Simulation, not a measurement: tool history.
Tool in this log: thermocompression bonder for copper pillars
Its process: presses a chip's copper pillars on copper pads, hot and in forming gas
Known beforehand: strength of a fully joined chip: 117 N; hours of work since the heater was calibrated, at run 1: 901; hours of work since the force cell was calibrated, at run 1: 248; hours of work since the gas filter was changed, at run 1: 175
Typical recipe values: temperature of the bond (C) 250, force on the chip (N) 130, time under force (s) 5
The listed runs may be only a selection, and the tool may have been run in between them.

run   hour  temperature of the bond (C)  force on the chip (N)  time under force (s)  hours of work since the heater was calibrated  hours of work since the force cell was calibrated  hours of work since the gas filter was changed  force that shears a chip off (N)
  1    0.0                          250                    130                     5                                            901                                                248                                             175                              45.9
  2   60.0                          250                    146                     5                                            946                                                292                                             220                              50.2
  3   94.1                          250                    146                     5                                            971                                                318                                             245                              50.1
     109.0  -- forming gas filter changed
  4  137.5                          250                    171                     5                                           1003                                                349                                              21                              64.3
  5  196.0                          250                    171                     5                                           1046                                                393                                              65                              63.3
     200.8  -- force cell calibrated
  6  244.7                          250                    130                    10                                           1081                                                 33                                              99                              59.3
  7  293.3                          250                    130                    10                                           1117                                                 69                                             135                              57.2
  8  332.1                          250                    130                    10                                           1146                                                 97                                             164                              56.9

The next listed run, before its measurement:
  9  364.4                          253                    185                    10                                           1170                                                121                                             188                                 ?

force that shears a chip off (N): 77.5
Had the tool carried no hidden state, the very same run would have given force that shears a chip off (N) 91.6.
